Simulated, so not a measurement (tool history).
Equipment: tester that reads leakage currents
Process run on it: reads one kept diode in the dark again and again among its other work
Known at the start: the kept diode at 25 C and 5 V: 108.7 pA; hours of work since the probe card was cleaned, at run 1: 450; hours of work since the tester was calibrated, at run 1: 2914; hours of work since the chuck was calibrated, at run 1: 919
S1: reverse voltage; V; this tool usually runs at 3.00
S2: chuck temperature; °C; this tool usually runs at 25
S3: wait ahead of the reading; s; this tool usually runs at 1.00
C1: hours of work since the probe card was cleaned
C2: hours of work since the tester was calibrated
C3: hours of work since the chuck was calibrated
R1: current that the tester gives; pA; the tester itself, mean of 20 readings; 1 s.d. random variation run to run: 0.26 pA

Run 1, day 0.000: usual settings; C1 450; C2 2914; C3 919. Result: R1 87.22 pA.
Run 2, day 5.946: usual settings; C1 535; C2 2999; C3 1004. Result: R1 86.70 pA.
Run 3, day 14.800: usual settings; C1 661; C2 3125; C3 1130. Result: R1 86.93 pA.
At day 20.538: tester calibrated.
Run 4, day 20.921: usual settings but S3 6.11 s; C1 747; C2 5; C3 1217. Result: R1 85.30 pA.
Run 5, day 27.350: usual settings; C1 839; C2 97; C3 1308. Result: R1 85.02 pA.
Run 6, day 33.108: usual settings; C1 921; C2 179; C3 1390. Result: R1 85.21 pA.
Run 7, day 37.279: usual settings; C1 981; C2 239; C3 1450. Result: R1 85.32 pA.
Run 8, day 45.646: usual settings; C1 1100; C2 358; C3 1569. Result: R1 85.60 pA.
Run 9, day 49.771: usual settings; C1 1159; C2 417; C3 1628. Result: R1 86.03 pA.
Run 10, day 55.783: usual settings but S2 46 °C; C1 1245; C2 503; C3 1714. Result: R1 436.17 pA.
Run 11, day 61.604: usual settings but S2 46 °C; C1 1328; C2 586; C3 1797. Result: R1 433.85 pA.
Run 12, day 69.342: usual settings but S2 46 °C; C1 1438; C2 696; C3 1907. Result: R1 435.13 pA.
Run 13, day 73.367: usual settings but S2 46 °C; C1 1495; C2 753; C3 1964. Result: R1 435.73 pA.
Run 14, day 80.875: usual settings but S2 46 °C; C1 1602; C2 860; C3 2072. Result: R1 434.29 pA.
Run 15, day 88.750: usual settings but S2 26 °C; C1 1715; C2 973; C3 2184. Result: R1 93.80 pA.
Run 16, day 95.908: usual settings but S2 58 °C, S3 6.20 s; C1 1817; C2 1075; C3 2286. Result: R1 1013.11 pA.
Run 17, day 104.238: usual settings but S2 58 °C, S3 4.55 s; C1 1936; C2 1194; C3 2405. Result: R1 1013.11 pA.
At day 110.829: chuck's temperature calibrated.
Run 18, day 113.579: usual settings but S1 7.24 V, S3 1.32 s; C1 2068; C2 1326; C3 39. Result: R1 142.82 pA.
Run 19, day 118.579: usual settings but S1 7.24 V, S2 23 °C, S3 1.32 s; C1 2139; C2 1397; C3 111. Result: R1 121.89 pA.
Run 20, day 127.096: usual settings but S1 1.14 V, S3 1.17 s; C1 2260; C2 1518; C3 232. Result: R1 56.54 pA.
Run 21, day 136.296: usual settings but S1 1.96 V, S2 30 °C, S3 7.46 s; C1 2392; C2 1650; C3 363. Result: R1 109.00 pA.
Run 22, day 143.804: usual settings but S2 30 °C; C1 2499; C2 1757; C3 470. Result: R1 135.78 pA.
Run 23, day 151.325: usual settings but S1 11.38 V; C1 2606; C2 1864; C3 578. Result: R1 184.10 pA.
Run 24, day 156.617: usual settings but S2 45 °C; C1 2681; C2 1939; C3 653. Result: R1 422.65 pA.
Run 25, day 162.375: usual settings but S1 8.52 V, S3 3.11 s; C1 2763; C2 2021; C3 735. Result: R1 156.82 pA.
At day 164.400: probe card cleaned and baked.
Run 26, day 169.088: usual settings but S1 2.61 V, S2 45 °C, S3 3.11 s; C1 67; C2 2115; C3 829. Result: R1 388.55 pA.
Run 27, day 176.908: usual settings but S1 2.24 V, S2 45 °C, S3 3.11 s; C1 178; C2 2227; C3 941. Result: R1 361.76 pA.
Run 28, day 182.388: usual settings but S1 2.24 V, S2 24 °C, S3 0.69 s; C1 256; C2 2305; C3 1019. Result: R1 69.26 pA.

Forecast run 29:
Run 29, day 187.658: usual settings but S1 2.24 V, S2 24 °C, S3 0.69 s; C1 332; C2 2380; C3 1094. Result: R1 ?.

Run 29 produced R1 69.20 pA.
Were there no unlogged condition in the tool, this run, its random variation unchanged, would have produced R1 69.11 pA.
